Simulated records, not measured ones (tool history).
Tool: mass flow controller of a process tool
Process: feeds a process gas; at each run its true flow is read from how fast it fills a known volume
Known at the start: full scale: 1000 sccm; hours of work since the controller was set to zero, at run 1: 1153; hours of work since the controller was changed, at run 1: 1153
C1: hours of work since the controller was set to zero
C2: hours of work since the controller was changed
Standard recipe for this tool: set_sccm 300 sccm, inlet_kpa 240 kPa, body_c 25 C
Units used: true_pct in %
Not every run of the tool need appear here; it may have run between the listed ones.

{"run": 1, "hour": 0.0, "set_sccm": 300, "inlet_kpa": 240, "body_c": 25, "C1": 1153, "C2": 1153, "true_pct": 100.12}
{"run": 2, "hour": 92.5, "set_sccm": 300, "inlet_kpa": 240, "body_c": 25, "C1": 1225, "C2": 1225, "true_pct": 100.14}
{"run": 3, "hour": 201.2, "set_sccm": 300, "inlet_kpa": 240, "body_c": 25, "C1": 1310, "C2": 1310, "true_pct": 100.29}
{"run": 4, "hour": 265.3, "set_sccm": 300, "inlet_kpa": 240, "body_c": 25, "C1": 1360, "C2": 1360, "true_pct": 100.18}
{"run": 5, "hour": 342.9, "set_sccm": 300, "inlet_kpa": 240, "body_c": 25, "C1": 1420, "C2": 1420, "true_pct": 100.33}
{"run": 6, "hour": 410.6, "set_sccm": 300, "inlet_kpa": 240, "body_c": 27, "C1": 1473, "C2": 1473, "true_pct": 100.35}
{"run": 7, "hour": 493.0, "set_sccm": 300, "inlet_kpa": 240, "body_c": 27, "C1": 1537, "C2": 1537, "true_pct": 100.34}
{"run": 8, "hour": 589.0, "set_sccm": 300, "inlet_kpa": 240, "body_c": 27, "C1": 1612, "C2": 1612, "true_pct": 100.25}
{"hour": 594.7, "done": "controller's zero set anew"}
{"run": 9, "hour": 699.5, "set_sccm": 300, "inlet_kpa": 240, "body_c": 27, "C1": 82, "C2": 1697, "true_pct": 100.67}
{"run": 10, "hour": 786.5, "set_sccm": 173, "inlet_kpa": 212, "body_c": 34, "C1": 149, "C2": 1765, "true_pct": 100.87}
{"run": 11, "hour": 864.0, "set_sccm": 173, "inlet_kpa": 212, "body_c": 34, "C1": 210, "C2": 1825, "true_pct": 100.91}
{"hour": 893.3, "done": "controller's zero set anew, once more"}
{"run": 12, "hour": 979.1, "set_sccm": 347, "inlet_kpa": 240, "body_c": 33, "C1": 67, "C2": 1914, "true_pct": 99.61}

Predict each of these 4 candidate next runs independently; none follows another, all start after run 12:
{"run": "A", "hour": 1065.1, "set_sccm": 183, "inlet_kpa": 213, "body_c": 33, "C1": 134, "C2": 1981, "true_pct": "?"}
{"run": "B", "hour": 1065.1, "set_sccm": 300, "inlet_kpa": 240, "body_c": 34, "C1": 134, "C2": 1981, "true_pct": "?"}
{"run": "C", "hour": 1065.1, "set_sccm": 241, "inlet_kpa": 240, "body_c": 33, "C1": 134, "C2": 1981, "true_pct": "?"}
{"run": "D", "hour": 1065.1, "set_sccm": 528, "inlet_kpa": 253, "body_c": 25, "C1": 134, "C2": 1981, "true_pct": "?"}

run=A true_pct=99.68
run=B true_pct=99.33
run=C true_pct=99.69
run=D true_pct=100.19
Had the tool no hidden state, the same runs would have come out as:
run=A true_pct=98.79
run=B true_pct=98.50
run=C true_pct=98.83
run=D true_pct=99.39
